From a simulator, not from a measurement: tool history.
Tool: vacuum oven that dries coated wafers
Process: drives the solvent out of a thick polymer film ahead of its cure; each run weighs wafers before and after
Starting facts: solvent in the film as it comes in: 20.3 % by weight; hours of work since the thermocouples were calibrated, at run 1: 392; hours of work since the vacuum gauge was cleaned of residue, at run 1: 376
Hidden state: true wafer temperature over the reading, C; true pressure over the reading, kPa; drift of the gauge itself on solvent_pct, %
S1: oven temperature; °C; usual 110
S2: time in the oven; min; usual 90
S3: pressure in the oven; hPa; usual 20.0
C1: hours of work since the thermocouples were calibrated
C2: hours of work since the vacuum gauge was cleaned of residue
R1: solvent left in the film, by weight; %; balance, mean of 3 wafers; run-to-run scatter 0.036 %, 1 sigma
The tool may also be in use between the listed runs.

| run | day | S1 | S2 | S3 | C1 | C2 | R1 |
|---|---|---|---|---|---|---|---|
| 1 | 0.000 | 110 | 90 | 20.0 | 392 | 376 | 1.92 |
| 2 | 0.629 | 110 | 68 | 20.0 | 403 | 386 | 3.08 |
| 3 | 1.158 | 121 | 68 | 20.0 | 412 | 395 | 0.96 |
| 4 | 1.683 | 121 | 68 | 20.0 | 421 | 404 | 0.93 |
| 5 | 2.271 | 121 | 82 | 20.0 | 430 | 413 | 0.69 |
| 6 | 2.588 | 121 | 82 | 20.0 | 436 | 419 | 0.64 |
| 7 | 2.933 | 110 | 90 | 78.4 | 441 | 424 | 3.76 |
| 8 | 3.442 | 110 | 90 | 22.9 | 450 | 433 | 1.97 |
| 9 | 4.092 | 110 | 90 | 22.9 | 461 | 444 | 2.08 |
| 10 | 4.738 | 110 | 90 | 22.9 | 471 | 454 | 2.10 |
| 11 | 5.433 | 110 | 90 | 22.9 | 483 | 466 | 2.05 |
| 12 | 6.112 | 116 | 90 | 20.0 | 494 | 477 | 0.98 |
| 13 | 6.442 | 116 | 90 | 20.0 | 500 | 483 | 0.99 |
| 14 | 7.067 | 110 | 90 | 43.0 | 510 | 493 | 2.60 |
| 15 | 7.442 | 120 | 90 | 20.0 | 516 | 499 | 0.70 |
| 16 | 7.954 | 120 | 90 | 20.0 | 525 | 508 | 0.65 |
| 17 | 8.258 | 110 | 90 | 18.5 | 530 | 513 | 1.92 |
| 18 | 8.796 | 110 | 90 | 20.0 | 539 | 522 | 1.95 |
| 19 | 9.321 | 110 | 90 | 20.0 | 548 | 531 | 2.00 |
| 20 | 10.062 | 110 | 90 | 20.0 | 560 | 543 | 1.97 |
| 21 | 10.683 | 111 | 70 | 32.8 | 570 | 553 | 3.03 |
| 22 | 11.021 | 111 | 70 | 32.8 | 576 | 559 | 3.04 |
| 23 | 11.338 | 111 | 83 | 55.2 | 581 | 564 | 3.08 |
| 24 | 11.892 | 110 | 50 | 20.0 | 590 | 574 | 4.65 |
| 25 | 12.629 | 108 | 56 | 20.0 | 603 | 586 | 4.69 |
| 26 | 13.012 | 103 | 79 | 35.0 | 609 | 592 | 5.13 |
| 27 | 13.383 | 110 | 61 | 20.0 | 615 | 598 | 3.61 |
| 28 | 13.821 | 110 | 86 | 20.0 | 623 | 606 | 2.17 |
| 29 | 14.567 | 117 | 86 | 32.6 | 635 | 618 | 1.25 |
| 30 | 15.054 | 117 | 86 | 32.6 | 643 | 626 | 1.22 |
| 31 | 15.600 | 117 | 86 | 32.6 | 652 | 635 | 1.29 |
| 32 | 16.175 | 117 | 86 | 32.6 | 662 | 645 | 1.31 |
| 33 | 16.908 | 108 | 132 | 10.2 | 674 | 657 | 0.96 |
| 34 | 17.292 | 108 | 132 | 10.2 | 680 | 663 | 1.00 |
| 35 | 17.633 | 119 | 110 | 16.8 | 686 | 669 | 0.53 |
| 36 | 18.079 | 110 | 50 | 12.4 | 693 | 677 | 4.46 |
| 37 | 18.604 | 110 | 129 | 38.5 | 702 | 685 | 1.61 |

3 ways to go on from here, each from the tool as it stands after run 37. What would each give?
| A | 19.125 | 114 | 90 | 23.2 | 711 | 694 | ? |
| B | 19.125 | 110 | 99 | 41.4 | 711 | 694 | ? |
| C | 19.125 | 99 | 67 | 38.5 | 711 | 694 | ? |

| run | R1 |
|---|---|
| A | 1.35 |
| B | 2.27 |
| C | 7.67 |
Stripped of hidden state, with their random variation kept, the same runs would have yielded:
| run | R1 |
|---|---|
| A | 1.36 |
| B | 2.28 |
| C | 7.70 |
